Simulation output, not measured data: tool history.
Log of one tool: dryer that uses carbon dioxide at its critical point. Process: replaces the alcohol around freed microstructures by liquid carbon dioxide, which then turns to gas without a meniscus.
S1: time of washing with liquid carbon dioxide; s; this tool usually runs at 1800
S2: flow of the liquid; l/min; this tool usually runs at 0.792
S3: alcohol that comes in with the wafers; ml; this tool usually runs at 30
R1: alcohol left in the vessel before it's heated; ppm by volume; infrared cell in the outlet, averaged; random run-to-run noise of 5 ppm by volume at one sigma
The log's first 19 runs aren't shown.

{"run": 20, "day": 30.762, "S1": 1380, "S2": 0.81, "S3": 42, "R1": 256}
{"run": 21, "day": 31.925, "S1": 1380, "S2": 0.81, "S3": 42, "R1": 250}
{"run": 22, "day": 33.704, "S1": 1380, "S2": 0.81, "S3": 42, "R1": 257}
{"run": 23, "day": 35.429, "S1": 2640, "S2": 0.619, "S3": 42, "R1": 101}
{"run": 24, "day": 37.742, "S1": 2640, "S2": 0.619, "S3": 42, "R1": 107}
{"run": 25, "day": 39.692, "S1": 2640, "S2": 0.619, "S3": 42, "R1": 103}
{"run": 26, "day": 40.938, "S1": 1440, "S2": 0.792, "S3": 30, "R1": 200}
{"run": 27, "day": 42.704, "S1": 1380, "S2": 0.892, "S3": 24, "R1": 144}
{"run": 28, "day": 45.017, "S1": 1800, "S2": 0.549, "S3": 54, "R1": 483}
{"run": 29, "day": 46.021, "S1": 1740, "S2": 1.19, "S3": 30, "R1": 85}
{"run": 30, "day": 47.504, "S1": 2760, "S2": 1.188, "S3": 45, "R1": 82}

Branching from run 30: 5 alternative next runs. What would each branch give?
{"run": "A", "day": 49.279, "S1": 2160, "S2": 0.528, "S3": 28, "R1": "?"}
{"run": "B", "day": 49.279, "S1": 1560, "S2": 0.957, "S3": 46, "R1": "?"}
{"run": "C", "day": 49.279, "S1": 2760, "S2": 0.91, "S3": 45, "R1": "?"}
{"run": "D", "day": 49.279, "S1": 1800, "S2": 0.792, "S3": 32, "R1": "?"}
{"run": "E", "day": 49.279, "S1": 1620, "S2": 0.689, "S3": 21, "R1": "?"}

run=A R1=201
run=B R1=141
run=C R1=82
run=D R1=131
run=E R1=183
With no hidden state in the tool, these same runs would have given:
run=A R1=102
run=B R1=49
run=C R1=3
run=D R1=41
run=E R1=87

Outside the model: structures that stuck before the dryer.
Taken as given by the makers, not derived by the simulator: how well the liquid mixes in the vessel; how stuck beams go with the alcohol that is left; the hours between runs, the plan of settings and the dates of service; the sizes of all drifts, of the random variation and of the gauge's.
